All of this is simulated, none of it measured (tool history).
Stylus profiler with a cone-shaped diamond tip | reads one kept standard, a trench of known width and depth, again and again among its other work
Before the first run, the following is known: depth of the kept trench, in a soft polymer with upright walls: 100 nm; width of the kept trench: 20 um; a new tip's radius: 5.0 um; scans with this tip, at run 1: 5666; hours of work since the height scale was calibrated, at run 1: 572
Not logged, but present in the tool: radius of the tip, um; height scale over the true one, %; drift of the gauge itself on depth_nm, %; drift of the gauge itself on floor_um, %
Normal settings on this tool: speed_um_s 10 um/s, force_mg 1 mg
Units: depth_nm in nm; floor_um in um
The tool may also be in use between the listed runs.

| run | hour | speed_um_s | force_mg | scans with this tip | hours of work since the height scale was calibrated | depth_nm | floor_um |
|---|---|---|---|---|---|---|---|
| 1 | 0 | 10 | 1 | 5666 | 572 | 100.44 | 17.54 |
| 2 | 42.7 | 10 | 1 | 5995 | 605 | 100.27 | 17.57 |
| 3 | 87.2 | 10 | 1 | 6339 | 640 | 100.39 | 17.47 |
| 4 | 115.2 | 10 | 1 | 6555 | 661 | 100.41 | 17.47 |
| 5 | 159.8 | 29 | 1 | 6899 | 696 | 100.26 | 17.33 |
| 6 | 204.7 | 29 | 1 | 7245 | 731 | 100.32 | 17.29 |
| 7 | 266.5 | 29 | 1 | 7722 | 779 | 100.29 | 17.25 |
| 8 | 319.4 | 29 | 1 | 8131 | 820 | 100.28 | 17.2 |
| 9 | 344.4 | 10 | 1.74 | 8323 | 840 | 100.65 | 17.29 |
| 10 | 382.4 | 10 | 1.74 | 8617 | 870 | 100.6 | 17.4 |
|  | 419.3 | new tip fitted, height scale calibrated |
| 11 | 440.1 | 10 | 1.12 | 161 | 16 | 100.54 | 17.93 |
| 12 | 499.9 | 8 | 0.83 | 622 | 63 | 100.38 | 17.94 |
| 13 | 553.5 | 8 | 0.39 | 1035 | 105 | 100.27 | 17.86 |
| 14 | 596.7 | 7 | 0.37 | 1369 | 138 | 100.25 | 17.82 |
| 15 | 633.1 | 7 | 0.37 | 1650 | 167 | 100.26 | 17.83 |
| 16 | 675.4 | 31 | 1.35 | 1976 | 199 | 100.68 | 17.69 |
| 17 | 700.6 | 31 | 1.35 | 2170 | 219 | 100.59 | 17.7 |
| 18 | 732 | 31 | 1.35 | 2413 | 244 | 100.6 | 17.66 |

Consider 5 possible next runs. They are alternatives, not a sequence: every one starts from the tool as it was left by run 18. What does each give?
| A | 761.4 | 12 | 1 | 2640 | 266 | ? | ? |
| B | 761.4 | 28 | 1 | 2640 | 266 | ? | ? |
| C | 761.4 | 2 | 1 | 2640 | 266 | ? | ? |
| D | 761.4 | 5 | 0.53 | 2640 | 266 | ? | ? |
| E | 761.4 | 15 | 0.51 | 2640 | 266 | ? | ? |

| run | depth_nm | floor_um |
|---|---|---|
| A | 100.41 | 17.72 |
| B | 100.48 | 17.63 |
| C | 100.34 | 17.73 |
| D | 100.34 | 17.78 |
| E | 100.34 | 17.69 |
Had the tool no hidden state, the same runs would have come out as:
| run | depth_nm | floor_um |
|---|---|---|
| A | 100.47 | 17.93 |
| B | 100.54 | 17.85 |
| C | 100.4 | 17.95 |
| D | 100.4 | 18 |
| E | 100.4 | 17.91 |

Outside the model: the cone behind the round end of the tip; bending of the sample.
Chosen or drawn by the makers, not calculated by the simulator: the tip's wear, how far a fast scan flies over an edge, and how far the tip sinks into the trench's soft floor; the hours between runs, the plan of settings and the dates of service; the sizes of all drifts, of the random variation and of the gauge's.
